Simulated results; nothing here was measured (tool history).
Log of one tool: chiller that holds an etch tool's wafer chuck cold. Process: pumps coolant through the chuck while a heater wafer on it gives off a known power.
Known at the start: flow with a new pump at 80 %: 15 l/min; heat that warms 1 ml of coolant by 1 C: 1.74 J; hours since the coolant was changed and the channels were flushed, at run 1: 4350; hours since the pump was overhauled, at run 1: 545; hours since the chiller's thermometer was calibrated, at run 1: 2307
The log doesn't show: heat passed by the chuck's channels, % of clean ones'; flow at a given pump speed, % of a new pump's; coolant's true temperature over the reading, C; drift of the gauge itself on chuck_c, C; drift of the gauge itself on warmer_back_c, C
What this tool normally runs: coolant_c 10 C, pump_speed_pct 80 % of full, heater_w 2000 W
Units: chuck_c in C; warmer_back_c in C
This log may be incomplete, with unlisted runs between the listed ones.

| run | hour | coolant_c | pump_speed_pct | heater_w | hours since the coolant was changed and the channels were flushed | hours since the pump was overhauled | hours since the chiller's thermometer was calibrated | chuck_c | warmer_back_c |
|---|---|---|---|---|---|---|---|---|---|
| 1 | 0.0 | 10 | 80 | 2000 | 4350 | 545 | 2307 | 21.7 | 4.60 |
| 2 | 58.9 | 10 | 80 | 2000 | 4409 | 604 | 2366 | 21.6 | 4.61 |
|  | 103.0 | chiller's thermometer calibrated |
| 3 | 128.6 | 10 | 97 | 2000 | 4477 | 673 | 26 | 20.1 | 3.81 |
| 4 | 168.4 | 10 | 92 | 2000 | 4517 | 713 | 65 | 20.4 | 4.05 |
| 5 | 225.7 | 10 | 92 | 1671 | 4574 | 770 | 123 | 18.8 | 3.39 |
| 6 | 263.2 | 7 | 80 | 2000 | 4612 | 808 | 160 | 18.7 | 4.56 |
| 7 | 299.3 | 5 | 80 | 2000 | 4648 | 844 | 196 | 16.9 | 4.56 |
| 8 | 336.9 | 8 | 80 | 1540 | 4686 | 881 | 234 | 17.0 | 3.58 |
| 9 | 402.7 | 10 | 63 | 2039 | 4751 | 947 | 300 | 24.3 | 5.96 |
| 10 | 468.9 | 10 | 87 | 1307 | 4818 | 1013 | 366 | 17.1 | 2.84 |
| 11 | 501.4 | 19 | 67 | 1878 | 4850 | 1046 | 398 | 31.5 | 5.18 |
| 12 | 563.7 | 19 | 67 | 1878 | 4912 | 1108 | 461 | 31.5 | 5.20 |
| 13 | 631.7 | 19 | 96 | 1467 | 4980 | 1176 | 529 | 26.4 | 2.84 |
| 14 | 662.8 | 14 | 80 | 1978 | 5012 | 1207 | 560 | 25.6 | 4.65 |

For each entry between runs, how does the tool's hidden state at the last listed run before it compare with that at the first listed run after it?
In the gap between runs 2 and 3: chiller's thermometer calibrated (hour 103.0)
  no hidden state differs between the two runs
  difference, measured minus the result without the unlogged condition, warmer_back_c: +0.00 -> +0.01 C
